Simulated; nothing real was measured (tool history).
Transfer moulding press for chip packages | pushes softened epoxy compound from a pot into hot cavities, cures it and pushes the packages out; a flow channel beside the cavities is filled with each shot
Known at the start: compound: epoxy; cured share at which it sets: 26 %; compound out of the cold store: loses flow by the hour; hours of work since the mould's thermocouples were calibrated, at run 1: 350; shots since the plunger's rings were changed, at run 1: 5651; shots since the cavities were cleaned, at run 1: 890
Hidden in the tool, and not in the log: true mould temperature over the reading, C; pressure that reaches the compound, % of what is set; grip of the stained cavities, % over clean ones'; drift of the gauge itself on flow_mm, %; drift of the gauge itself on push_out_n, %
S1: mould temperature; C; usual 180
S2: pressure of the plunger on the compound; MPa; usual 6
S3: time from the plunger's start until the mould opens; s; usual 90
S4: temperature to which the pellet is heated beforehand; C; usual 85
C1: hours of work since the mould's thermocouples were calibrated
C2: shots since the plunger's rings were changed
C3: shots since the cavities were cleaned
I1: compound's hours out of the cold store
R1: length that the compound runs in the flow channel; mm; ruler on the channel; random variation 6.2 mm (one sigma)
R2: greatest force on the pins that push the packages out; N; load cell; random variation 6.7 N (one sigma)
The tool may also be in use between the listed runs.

| run | day | S1 | S2 | S3 | S4 | C1 | C2 | C3 | I1 | R1 | R2 |
|---|---|---|---|---|---|---|---|---|---|---|---|
| 1 | 0 | 180 | 6 | 90 | 85 | 350 | 5651 | 890 | 28.8 | 804 | 522 |
|  | 0.175 | cavities cleaned with cleaning compound and waxed |
|  | 0.938 | plunger's sealing rings changed |
| 2 | 1.804 | 180 | 6 | 90 | 85 | 368 | 188 | 331 | 16.7 | 949 | 411 |
| 3 | 3.388 | 180 | 6 | 90 | 89 | 384 | 530 | 673 | 18.6 | 928 | 507 |
|  | 4.654 | cavities cleaned with cleaning compound and waxed |
| 4 | 4.967 | 180 | 6 | 90 | 92 | 401 | 858 | 68 | 34.1 | 830 | 302 |
| 5 | 6.446 | 180 | 4.96 | 90 | 92 | 416 | 1179 | 389 | 25.3 | 793 | 425 |
| 6 | 7.775 | 180 | 4.96 | 90 | 92 | 430 | 1466 | 676 | 36.2 | 735 | 483 |
| 7 | 8.775 | 180 | 4.96 | 90 | 92 | 441 | 1682 | 892 | 22.5 | 822 | 561 |
|  | 8.954 | cavities cleaned with cleaning compound and waxed |
| 8 | 10.708 | 180 | 4.96 | 90 | 92 | 461 | 2088 | 380 | 42.6 | 701 | 426 |
| 9 | 12.321 | 180 | 4.96 | 90 | 92 | 478 | 2437 | 729 | 37.4 | 712 | 515 |
|  | 13.312 | cavities cleaned with cleaning compound and waxed |
| 10 | 13.908 | 180 | 6 | 90 | 88 | 494 | 2766 | 129 | 41.4 | 774 | 328 |
| 11 | 15.271 | 180 | 6 | 90 | 88 | 509 | 3061 | 424 | 18.8 | 895 | 445 |
| 12 | 17.117 | 180 | 6 | 90 | 88 | 528 | 3461 | 824 | 18.8 | 882 | 543 |
|  | 17.617 | cavities cleaned with cleaning compound and waxed |
| 13 | 18.975 | 180 | 6 | 90 | 88 | 547 | 3850 | 294 | 30.4 | 819 | 408 |
| 14 | 20.246 | 180 | 6 | 90 | 88 | 561 | 4124 | 568 | 45.9 | 735 | 490 |
| 15 | 21.279 | 188 | 5.97 | 73 | 86 | 572 | 4348 | 792 | 14.6 | 876 | 514 |
|  | 21.942 | cavities cleaned with cleaning compound and waxed |
| 16 | 23.192 | 188 | 5.97 | 126 | 82 | 592 | 4748 | 270 | 44.8 | 704 | 313 |
| 17 | 25.125 | 181 | 5.97 | 126 | 82 | 612 | 5167 | 689 | 47.8 | 701 | 404 |
|  | 26.271 | cavities cleaned with cleaning compound and waxed |
| 18 | 26.492 | 181 | 5.97 | 126 | 82 | 626 | 5449 | 48 | 10.5 | 923 | 256 |
|  | 28.383 | plunger's sealing rings changed |
| 19 | 28.383 | 179 | 6 | 126 | 85 | 645 | 0 | 435 | 25.2 | 903 | 391 |
| 20 | 29.233 | 179 | 6.73 | 76 | 92 | 654 | 183 | 618 | 16.7 | 1013 | 745 |
|  | 30.796 | cavities cleaned with cleaning compound and waxed |
| 21 | 31.171 | 180 | 5.09 | 84 | 85 | 674 | 589 | 80 | 18.6 | 853 | 381 |
| 22 | 32.321 | 180 | 4.82 | 105 | 85 | 686 | 839 | 330 | 21.6 | 826 | 364 |
| 23 | 34.229 | 180 | 4.82 | 105 | 85 | 707 | 1252 | 743 | 36.5 | 730 | 450 |
|  | 35.096 | cavities cleaned with cleaning compound and waxed |
| 24 | 35.7 | 173 | 6 | 94 | 85 | 721 | 1556 | 130 | 37.2 | 840 | 468 |
| 25 | 37.067 | 173 | 6 | 94 | 85 | 736 | 1852 | 426 | 15.7 | 981 | 672 |

The next listed run, before its measurement:
| 26 | 38.271 | 173 | 6 | 94 | 85 | 749 | 2112 | 686 | 19.1 | ? | ? |

{"run 26": {"R1": 934, "R2": 774}}
Without the tool's hidden state the same run would have given R1 952 mm, R2 383 N.
